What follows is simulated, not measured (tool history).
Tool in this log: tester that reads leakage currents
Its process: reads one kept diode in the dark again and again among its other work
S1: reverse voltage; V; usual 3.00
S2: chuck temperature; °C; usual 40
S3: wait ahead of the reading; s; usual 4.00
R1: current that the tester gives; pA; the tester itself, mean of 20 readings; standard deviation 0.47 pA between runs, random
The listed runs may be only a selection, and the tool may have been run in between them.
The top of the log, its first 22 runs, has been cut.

| run | hour | S1 | S2 | S3 | R1 |
|---|---|---|---|---|---|
|  | 3048.7 | probe card cleaned and baked |
| 23 | 3071.1 | 2.19 | 57 | 4.00 | 386.39 |
| 24 | 3196.3 | 2.19 | 57 | 4.00 | 385.42 |
| 25 | 3364.5 | 3.00 | 29 | 4.00 | 73.05 |
| 26 | 3480.1 | 3.00 | 42 | 2.25 | 178.30 |
| 27 | 3611.3 | 9.41 | 32 | 7.97 | 159.56 |
|  | 3630.3 | tester calibrated |
| 28 | 3780.7 | 9.41 | 32 | 7.97 | 160.04 |
| 29 | 3916.4 | 1.16 | 40 | 6.83 | 96.45 |
| 30 | 4014.0 | 1.16 | 40 | 6.83 | 96.05 |
| 31 | 4200.3 | 15.25 | 55 | 5.55 | 902.53 |
| 32 | 4374.0 | 15.25 | 55 | 5.55 | 907.54 |
| 33 | 4451.9 | 1.60 | 28 | 4.00 | 49.53 |
| 34 | 4575.3 | 1.60 | 28 | 4.00 | 49.25 |
| 35 | 4686.0 | 15.87 | 29 | 6.67 | 167.60 |
| 36 | 4848.4 | 15.87 | 29 | 6.67 | 168.05 |
| 37 | 4964.3 | 3.00 | 32 | 1.53 | 89.87 |
|  | 5040.2 | chuck's temperature calibrated |
| 38 | 5081.1 | 3.00 | 32 | 1.53 | 90.57 |
| 39 | 5226.8 | 3.00 | 46 | 1.07 | 227.74 |

Predict each of these 4 candidate next runs independently; none follows another, all start after run 39:
| A | 5309.2 | 2.54 | 46 | 1.07 | ? |
| B | 5309.2 | 9.46 | 40 | 9.84 | ? |
| C | 5309.2 | 3.00 | 46 | 1.05 | ? |
| D | 5309.2 | 2.75 | 23 | 1.07 | ? |

| run | R1 |
|---|---|
| A | 211.64 |
| B | 275.53 |
| C | 229.48 |
| D | 45.82 |
Take away the tool's hidden state, keep each run's random variation, and the runs would have read:
| run | R1 |
|---|---|
| A | 211.63 |
| B | 275.48 |
| C | 229.47 |
| D | 45.81 |
